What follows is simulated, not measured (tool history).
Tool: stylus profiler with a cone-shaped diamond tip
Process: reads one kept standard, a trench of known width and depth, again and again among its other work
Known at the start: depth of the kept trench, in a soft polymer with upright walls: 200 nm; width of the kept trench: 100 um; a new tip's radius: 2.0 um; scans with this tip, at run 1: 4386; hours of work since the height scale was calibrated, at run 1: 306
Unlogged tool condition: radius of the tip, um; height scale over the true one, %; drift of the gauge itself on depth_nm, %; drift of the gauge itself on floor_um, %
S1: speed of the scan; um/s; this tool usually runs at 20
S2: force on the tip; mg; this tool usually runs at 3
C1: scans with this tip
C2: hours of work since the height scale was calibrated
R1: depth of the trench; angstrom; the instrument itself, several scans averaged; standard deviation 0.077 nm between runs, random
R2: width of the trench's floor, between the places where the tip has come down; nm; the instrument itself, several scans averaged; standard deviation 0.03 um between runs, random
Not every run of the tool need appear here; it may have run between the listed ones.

run 1 hour=0 | S1=20 S2=3 | C1=4386 C2=306 | R1=2041.2 R2=97960
run 2 hour=11.9 | S1=20 S2=3 | C1=4474 C2=312 | R1=2041.4 R2=98000
run 3 hour=31.1 | S1=20 S2=3 | C1=4617 C2=322 | R1=2040.4 R2=97890
run 4 hour=52.1 | S1=20 S2=3 | C1=4773 C2=333 | R1=2040.3 R2=97990
run 5 hour=65.3 | S1=10 S2=3 | C1=4872 C2=340 | R1=2041.9 R2=97970
run 6 hour=75.5 | S1=10 S2=3 | C1=4948 C2=345 | R1=2041.1 R2=97960
run 7 hour=96.7 | S1=10 S2=3 | C1=5105 C2=356 | R1=2040.9 R2=97950
run 8 hour=109.3 | S1=10 S2=3 | C1=5199 C2=363 | R1=2040.9 R2=97990
run 9 hour=130.5 | S1=10 S2=3 | C1=5357 C2=374 | R1=2041.5 R2=97900
run 10 hour=142.6 | S1=11 S2=2.34 | C1=5447 C2=380 | R1=2035.1 R2=97940
run 11 hour=158.6 | S1=44 S2=5.85 | C1=5566 C2=388 | R1=2063.9 R2=97920

Forecast run 12:
run 12 hour=167.5 | S1=44 S2=5.85 | C1=5632 C2=393 | R1=? R2=?

Run 12 produced R1 2063.5 angstrom, R2 97860 nm.
With no hidden state in the tool, this same run would have given R1 2061.6 angstrom, R2 98150 nm.
